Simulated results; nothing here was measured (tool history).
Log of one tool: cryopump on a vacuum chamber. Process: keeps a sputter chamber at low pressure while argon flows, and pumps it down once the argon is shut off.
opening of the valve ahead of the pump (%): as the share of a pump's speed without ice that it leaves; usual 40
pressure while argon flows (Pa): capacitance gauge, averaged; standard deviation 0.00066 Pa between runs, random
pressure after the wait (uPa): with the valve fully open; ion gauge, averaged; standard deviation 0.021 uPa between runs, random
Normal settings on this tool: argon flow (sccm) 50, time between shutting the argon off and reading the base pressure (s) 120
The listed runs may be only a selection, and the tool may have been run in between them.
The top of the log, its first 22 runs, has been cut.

run	day	argon flow (sccm)	time between shutting the argon off and reading the base pressure (s)	opening of the valve ahead of the pump (%)	pressure while argon flows (Pa)	pressure after the wait (uPa)
23	15.604	21	109	21	0.0888	0.59
24	16.525	21	109	21	0.0883	0.64
25	16.983	21	109	21	0.0877	0.61
26	17.717	43	120	24	0.1607	0.60
27	18.162	82	23	47	0.1632	1.66
28	18.838	48	159	22	0.1963	0.58
29	19.442	48	159	22	0.1947	0.57
30	20.400	48	159	22	0.1959	0.57
31	21.358	36	171	19	0.1686	0.56
32	22.304	42	54	40	0.0971	0.93
33	22.829	50	85	40	0.1157	0.74
34	23.296	50	168	21	0.2139	0.54

Forecast each of these 3 alternatives for the next run:
A	23.933	22	120	40	?	?
B	23.933	50	80	21	?	?
C	23.933	50	152	28	?	?

run	pressure while argon flows (Pa)	pressure after the wait (uPa)
A	0.0513	0.62
B	0.2121	0.76
C	0.1617	0.57
What these runs would have given with no unlogged condition in the tool:
run	pressure while argon flows (Pa)	pressure after the wait (uPa)
A	0.0476	0.39
B	0.2038	0.52
C	0.1534	0.34

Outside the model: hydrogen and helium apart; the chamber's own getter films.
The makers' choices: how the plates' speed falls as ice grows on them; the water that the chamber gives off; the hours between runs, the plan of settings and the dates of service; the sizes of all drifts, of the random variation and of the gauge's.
